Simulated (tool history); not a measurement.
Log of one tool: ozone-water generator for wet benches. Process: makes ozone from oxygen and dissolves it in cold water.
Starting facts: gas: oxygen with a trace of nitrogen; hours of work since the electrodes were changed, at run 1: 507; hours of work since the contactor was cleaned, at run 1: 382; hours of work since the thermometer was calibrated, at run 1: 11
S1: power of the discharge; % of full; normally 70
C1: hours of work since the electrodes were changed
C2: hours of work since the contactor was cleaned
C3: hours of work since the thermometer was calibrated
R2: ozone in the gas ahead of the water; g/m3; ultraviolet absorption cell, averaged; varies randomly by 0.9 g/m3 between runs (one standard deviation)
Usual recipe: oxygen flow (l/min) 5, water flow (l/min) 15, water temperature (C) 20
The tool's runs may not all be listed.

run 1 hour=0 | S1=70 oxygen_flow_(l/min)=5 water_flow_(l/min)=15 water_temperature_(C)=20 | C1=507 C2=382 C3=11 | dissolved_ozone_(ppm)=14.2 R2=151
run 2 hour=31 | S1=70 oxygen_flow_(l/min)=6.43 water_flow_(l/min)=15 water_temperature_(C)=20 | C1=529 C2=404 C3=33 | dissolved_ozone_(ppm)=13.9 R2=129.4
run 3 hour=99.2 | S1=70 oxygen_flow_(l/min)=6.43 water_flow_(l/min)=15 water_temperature_(C)=20 | C1=578 C2=453 C3=82 | dissolved_ozone_(ppm)=13.6 R2=127.5
run 4 hour=141.6 | S1=70 oxygen_flow_(l/min)=5 water_flow_(l/min)=15 water_temperature_(C)=20 | C1=608 C2=483 C3=112 | dissolved_ozone_(ppm)=14.4 R2=148
run 5 hour=177.8 | S1=70 oxygen_flow_(l/min)=5 water_flow_(l/min)=15 water_temperature_(C)=20 | C1=634 C2=509 C3=138 | dissolved_ozone_(ppm)=14.3 R2=148.1
run 6 hour=224.9 | S1=70 oxygen_flow_(l/min)=5 water_flow_(l/min)=15 water_temperature_(C)=20 | C1=667 C2=542 C3=171 | dissolved_ozone_(ppm)=14.2 R2=149.5
run 7 hour=299.4 | S1=70 oxygen_flow_(l/min)=5 water_flow_(l/min)=15 water_temperature_(C)=20 | C1=720 C2=595 C3=224 | dissolved_ozone_(ppm)=14.3 R2=147.9
run 8 hour=346 | S1=51 oxygen_flow_(l/min)=5 water_flow_(l/min)=15 water_temperature_(C)=20 | C1=754 C2=628 C3=257 | dissolved_ozone_(ppm)=12.3 R2=126.7
run 9 hour=416.4 | S1=51 oxygen_flow_(l/min)=5 water_flow_(l/min)=15 water_temperature_(C)=20 | C1=804 C2=679 C3=308 | dissolved_ozone_(ppm)=12.1 R2=127.5
run 10 hour=460.7 | S1=65 oxygen_flow_(l/min)=5 water_flow_(l/min)=15 water_temperature_(C)=20 | C1=835 C2=710 C3=339 | dissolved_ozone_(ppm)=13.7 R2=144.1
run 11 hour=491.4 | S1=65 oxygen_flow_(l/min)=5 water_flow_(l/min)=15 water_temperature_(C)=20 | C1=857 C2=732 C3=361 | dissolved_ozone_(ppm)=13.6 R2=142.5
run 12 hour=522.9 | S1=70 oxygen_flow_(l/min)=5.1 water_flow_(l/min)=15 water_temperature_(C)=20 | C1=879 C2=754 C3=383 | dissolved_ozone_(ppm)=14.3 R2=148.7
run 13 hour=586.1 | S1=70 oxygen_flow_(l/min)=5 water_flow_(l/min)=15 water_temperature_(C)=14 | C1=924 C2=799 C3=428 | dissolved_ozone_(ppm)=15.6 R2=149.8
run 14 hour=634 | S1=70 oxygen_flow_(l/min)=5 water_flow_(l/min)=15 water_temperature_(C)=23 | C1=958 C2=833 C3=462 | dissolved_ozone_(ppm)=13.3 R2=150.8
run 15 hour=704.8 | S1=70 oxygen_flow_(l/min)=5 water_flow_(l/min)=15 water_temperature_(C)=23 | C1=1009 C2=884 C3=513 | dissolved_ozone_(ppm)=13.4 R2=149.6
run 16 hour=746.4 | S1=70 oxygen_flow_(l/min)=5 water_flow_(l/min)=15 water_temperature_(C)=23 | C1=1039 C2=913 C3=542 | dissolved_ozone_(ppm)=13.4 R2=149.8
run 17 hour=780.9 | S1=70 oxygen_flow_(l/min)=5 water_flow_(l/min)=15 water_temperature_(C)=23 | C1=1063 C2=938 C3=567 | dissolved_ozone_(ppm)=13.6 R2=147.8
run 18 hour=853.2 | S1=70 oxygen_flow_(l/min)=5 water_flow_(l/min)=15 water_temperature_(C)=23 | C1=1115 C2=989 C3=618 | dissolved_ozone_(ppm)=13.3 R2=148.2
run 19 hour=887.6 | S1=70 oxygen_flow_(l/min)=5 water_flow_(l/min)=15 water_temperature_(C)=23 | C1=1139 C2=1014 C3=643 | dissolved_ozone_(ppm)=13.4 R2=150.1
run 20 hour=949 | S1=70 oxygen_flow_(l/min)=5 water_flow_(l/min)=15 water_temperature_(C)=23 | C1=1183 C2=1058 C3=687 | dissolved_ozone_(ppm)=13.7 R2=147.8
run 21 hour=986.5 | S1=98 oxygen_flow_(l/min)=2.8 water_flow_(l/min)=9 water_temperature_(C)=20 | C1=1209 C2=1084 C3=713 | dissolved_ozone_(ppm)=26.6 R2=243.4
run 22 hour=1027.8 | S1=92 oxygen_flow_(l/min)=5 water_flow_(l/min)=15 water_temperature_(C)=12 | C1=1239 C2=1114 C3=743 | dissolved_ozone_(ppm)=18.9 R2=171.6
run 23 hour=1070.9 | S1=44 oxygen_flow_(l/min)=8.3 water_flow_(l/min)=15 water_temperature_(C)=13 | C1=1269 C2=1144 C3=773 | dissolved_ozone_(ppm)=11.8 R2=87.8
run 24 hour=1110.4 | S1=70 oxygen_flow_(l/min)=3.18 water_flow_(l/min)=15 water_temperature_(C)=20 | C1=1298 C2=1173 C3=801 | dissolved_ozone_(ppm)=14.3 R2=191.8
run 25 hour=1158.1 | S1=70 oxygen_flow_(l/min)=3.18 water_flow_(l/min)=15 water_temperature_(C)=20 | C1=1332 C2=1206 C3=835 | dissolved_ozone_(ppm)=14.5 R2=190.8
run 26 hour=1208.7 | S1=70 oxygen_flow_(l/min)=2.54 water_flow_(l/min)=23 water_temperature_(C)=20 | C1=1368 C2=1242 C3=871 | dissolved_ozone_(ppm)=9 R2=219.3
run 27 hour=1258.7 | S1=70 oxygen_flow_(l/min)=2.54 water_flow_(l/min)=23 water_temperature_(C)=20 | C1=1403 C2=1278 C3=907 | dissolved_ozone_(ppm)=9 R2=217.9
run 28 hour=1305.2 | S1=42 oxygen_flow_(l/min)=2.54 water_flow_(l/min)=11 water_temperature_(C)=20 | C1=1436 C2=1311 C3=940 | dissolved_ozone_(ppm)=14.8 R2=166.7
run 29 hour=1344.9 | S1=91 oxygen_flow_(l/min)=5.79 water_flow_(l/min)=11 water_temperature_(C)=15 | C1=1464 C2=1339 C3=968 | dissolved_ozone_(ppm)=22.5 R2=156.8
run 30 hour=1417.8 | S1=91 oxygen_flow_(l/min)=5.79 water_flow_(l/min)=11 water_temperature_(C)=15 | C1=1516 C2=1391 C3=1020 | dissolved_ozone_(ppm)=22.1 R2=156.2
run 31 hour=1451.5 | S1=40 oxygen_flow_(l/min)=5 water_flow_(l/min)=16 water_temperature_(C)=20 | C1=1540 C2=1415 C3=1044 | dissolved_ozone_(ppm)=10.4 R2=111.3
run 32 hour=1526.4 | S1=40 oxygen_flow_(l/min)=5 water_flow_(l/min)=12 water_temperature_(C)=20 | C1=1594 C2=1469 C3=1098 | dissolved_ozone_(ppm)=12.7 R2=111.4
run 33 hour=1581.6 | S1=56 oxygen_flow_(l/min)=6.23 water_flow_(l/min)=15 water_temperature_(C)=20 | C1=1633 C2=1508 C3=1137 | dissolved_ozone_(ppm)=12.6 R2=118.1
run 34 hour=1621.9 | S1=51 oxygen_flow_(l/min)=4.7 water_flow_(l/min)=20 water_temperature_(C)=12 | C1=1662 C2=1537 C3=1166 | dissolved_ozone_(ppm)=10.3 R2=132

Predict each of these 3 candidate next runs independently; none follows another, all start after run 34:
run A hour=1690.4 | S1=70 oxygen_flow_(l/min)=5 water_flow_(l/min)=15 water_temperature_(C)=21 | C1=1710 C2=1585 C3=1214 | dissolved_ozone_(ppm)=? R2=?
run B hour=1690.4 | S1=72 oxygen_flow_(l/min)=6.22 water_flow_(l/min)=20 water_temperature_(C)=21 | C1=1710 C2=1585 C3=1214 | dissolved_ozone_(ppm)=? R2=?
run C hour=1690.4 | S1=70 oxygen_flow_(l/min)=5 water_flow_(l/min)=10 water_temperature_(C)=20 | C1=1710 C2=1585 C3=1214 | dissolved_ozone_(ppm)=? R2=?

run=A dissolved_ozone_(ppm)=13.9 R2=148.1
run=B dissolved_ozone_(ppm)=10.9 R2=134.1
run=C dissolved_ozone_(ppm)=19.4 R2=146.4
What these runs would have given with no unlogged condition in the tool:
run=A dissolved_ozone_(ppm)=13.9 R2=148.2
run=B dissolved_ozone_(ppm)=10.9 R2=134.1
run=C dissolved_ozone_(ppm)=19.4 R2=146.5
